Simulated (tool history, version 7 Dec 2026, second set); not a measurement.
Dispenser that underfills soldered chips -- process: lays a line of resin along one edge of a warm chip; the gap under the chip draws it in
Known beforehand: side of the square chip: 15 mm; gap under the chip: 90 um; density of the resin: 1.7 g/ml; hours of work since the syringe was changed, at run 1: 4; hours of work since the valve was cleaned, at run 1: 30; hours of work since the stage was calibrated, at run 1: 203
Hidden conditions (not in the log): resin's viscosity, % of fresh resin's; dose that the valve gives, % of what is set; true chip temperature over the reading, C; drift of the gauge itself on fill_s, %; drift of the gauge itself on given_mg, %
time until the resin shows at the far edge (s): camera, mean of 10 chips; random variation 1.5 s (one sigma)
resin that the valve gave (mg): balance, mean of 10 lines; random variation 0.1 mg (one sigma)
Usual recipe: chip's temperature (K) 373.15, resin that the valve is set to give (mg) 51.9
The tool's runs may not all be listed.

run,hour,chip's temperature (K),resin that the valve is set to give (mg),hours of work since the syringe was changed,hours of work since the valve was cleaned,hours of work since the stage was calibrated,time until the resin shows at the far edge (s),resin that the valve gave (mg)
1,0.0,373.15,51.9,4,30,203,161.7,51.46
# hour 3.4: new syringe of resin
2,9.9,373.15,51.9,5,37,210,163.4,51.12
# hour 12.6: new syringe of resin
3,14.8,373.15,51.9,2,41,213,148.4,51.04
4,20.7,373.15,51.9,6,45,217,171.8,51.00
# hour 21.6: new syringe of resin
5,27.5,373.15,51.9,4,49,222,161.3,50.84
# hour 30.8: new syringe of resin
# hour 35.9: dispensing valve cleaned and set on the balance
6,38.1,373.15,51.9,5,2,229,164.2,52.08
# hour 40.8: new syringe of resin
7,46.1,373.15,51.9,4,7,234,158.3,51.73
# hour 49.9: new syringe of resin
8,57.0,373.15,45.7,5,15,242,169.5,45.25
# hour 59.4: new syringe of resin
9,62.9,373.15,51.9,3,19,246,154.0,51.60
# hour 68.4: new syringe of resin
10,72.6,373.15,55.7,3,25,253,149.8,55.03
# hour 77.8: new syringe of resin
11,79.8,383.15,52.7,1,30,258,111.8,52.06
12,85.9,383.15,52.7,6,35,262,124.9,52.17
# hour 87.2: new syringe of resin
13,95.1,365.15,46.1,6,41,268,222.9,45.56
# hour 96.1: new syringe of resin
14,101.6,365.15,46.1,4,46,273,207.6,45.41
# hour 105.2: new syringe of resin
15,107.5,365.15,46.6,2,50,277,193.6,45.77
# hour 114.5: new syringe of resin
# hour 116.2: dispensing valve cleaned and set on the balance
16,116.2,371.15,57.3,0,0,282,151.4,57.49
# hour 124.5: new syringe of resin
17,124.6,371.15,57.3,0,6,288,146.0,57.37
# hour 133.7: new syringe of resin
18,133.9,371.15,57.3,0,12,294,150.4,57.25
# hour 143.0: new syringe of resin
19,143.0,381.15,55.8,0,19,301,110.8,55.35
20,148.4,361.15,53.7,4,22,305,224.3,53.52

Branching from run 20: 3 alternative next runs. What would each branch give?
# hour 152.1: new syringe of resin
A,154.6,378.15,54.7,2,27,309,?,?
# hour 152.1: new syringe of resin
B,154.6,361.15,54.9,2,27,309,?,?
# hour 152.1: new syringe of resin
C,154.6,381.15,46.6,2,27,309,?,?

run,time until the resin shows at the far edge (s),resin that the valve gave (mg)
A,127.6,54.44
B,211.6,54.34
C,119.3,46.31
What these runs would have given with no unlogged condition in the tool:
run,time until the resin shows at the far edge (s),resin that the valve gave (mg)
A,127.9,54.88
B,213.3,54.77
C,119.4,46.68

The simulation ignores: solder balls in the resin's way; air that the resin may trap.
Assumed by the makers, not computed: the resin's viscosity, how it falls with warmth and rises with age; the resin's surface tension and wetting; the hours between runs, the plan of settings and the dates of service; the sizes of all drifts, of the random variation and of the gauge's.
